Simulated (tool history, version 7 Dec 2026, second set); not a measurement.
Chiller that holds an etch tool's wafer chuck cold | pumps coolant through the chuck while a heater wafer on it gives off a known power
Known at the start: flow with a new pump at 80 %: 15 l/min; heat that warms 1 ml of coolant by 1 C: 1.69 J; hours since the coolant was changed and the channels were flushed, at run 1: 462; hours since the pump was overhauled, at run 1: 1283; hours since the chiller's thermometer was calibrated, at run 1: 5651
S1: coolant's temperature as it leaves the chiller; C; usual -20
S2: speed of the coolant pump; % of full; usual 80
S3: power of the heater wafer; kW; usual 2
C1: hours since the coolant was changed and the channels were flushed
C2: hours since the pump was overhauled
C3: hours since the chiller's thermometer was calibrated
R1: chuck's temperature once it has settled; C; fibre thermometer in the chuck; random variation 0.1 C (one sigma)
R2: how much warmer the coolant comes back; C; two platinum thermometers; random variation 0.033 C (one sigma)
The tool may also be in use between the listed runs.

Run 1, hour 0: usual settings; C1 462; C2 1283; C3 5651. Result: R1 -0.2 C, R2 4.66 C.
Run 2, hour 51.9: usual settings; C1 514; C2 1335; C3 5703. Result: R1 -0.2 C, R2 4.73 C.
Run 3, hour 88.2: usual settings; C1 550; C2 1372; C3 5739. Result: R1 -0.2 C, R2 4.78 C.
Run 4, hour 113.8: usual settings; C1 576; C2 1397; C3 5765. Result: R1 -0.2 C, R2 4.88 C.
Run 5, hour 145.2: usual settings; C1 607; C2 1429; C3 5796. Result: R1 0 C, R2 4.9 C.
At hour 179.4: chiller's thermometer calibrated.
Run 6, hour 189: usual settings; C1 650; C2 1471; C3 10. Result: R1 -0.1 C, R2 4.81 C.
Run 7, hour 226.5: usual settings; C1 687; C2 1509; C3 47. Result: R1 0 C, R2 4.87 C.
Run 8, hour 251.2: usual settings but S2 67 % of full, S3 1.248 kW; C1 712; C2 1534; C3 72. Result: R1 -6.2 C, R2 3.77 C.
Run 9, hour 296.5: usual settings but S1 -16 C, S3 2.845 kW; C1 757; C2 1579; C3 117. Result: R1 12.4 C, R2 6.87 C.
Run 10, hour 343.6: usual settings but S3 2.766 kW; C1 804; C2 1626; C3 164. Result: R1 7.8 C, R2 6.73 C.
Run 11, hour 374.6: usual settings but S3 2.766 kW; C1 835; C2 1657; C3 195. Result: R1 7.5 C, R2 6.71 C.
Run 12, hour 421.8: usual settings but S1 -24 C, S3 2.766 kW; C1 883; C2 1704; C3 242. Result: R1 3.6 C, R2 6.75 C.
Run 13, hour 453.1: usual settings but S1 -24 C, S2 72 % of full, S3 1.304 kW; C1 914; C2 1735; C3 274. Result: R1 -10.1 C, R2 3.76 C.
Run 14, hour 501: usual settings but S2 98 % of full, S3 2.701 kW; C1 962; C2 1783; C3 322. Result: R1 3.5 C, R2 5.42 C.

3 ways to go on from here, each from the tool as it stands after run 14. What would each give?
Run A, hour 536.7: usual settings but S1 -22 C, S2 91 % of full, S3 1.597 kW; C1 997; C2 1819; C3 357. Result: R1 ?, R2 ?.
Run B, hour 536.7: usual settings but S2 93 % of full, S3 2.294 kW; C1 997; C2 1819; C3 357. Result: R1 ?, R2 ?.
Run C, hour 536.7: usual settings but S1 -15 C, S2 94 % of full, S3 1.296 kW; C1 997; C2 1819; C3 357. Result: R1 ?, R2 ?.

run    R1    R2
  A  -7.3  3.62
  B   0.6   4.9
  C  -3.5  2.87
Without the tool's hidden state the same runs would have given:
run    R1    R2
  A  -7.3  3.27
  B   0.6  4.55
  C  -3.5  2.52
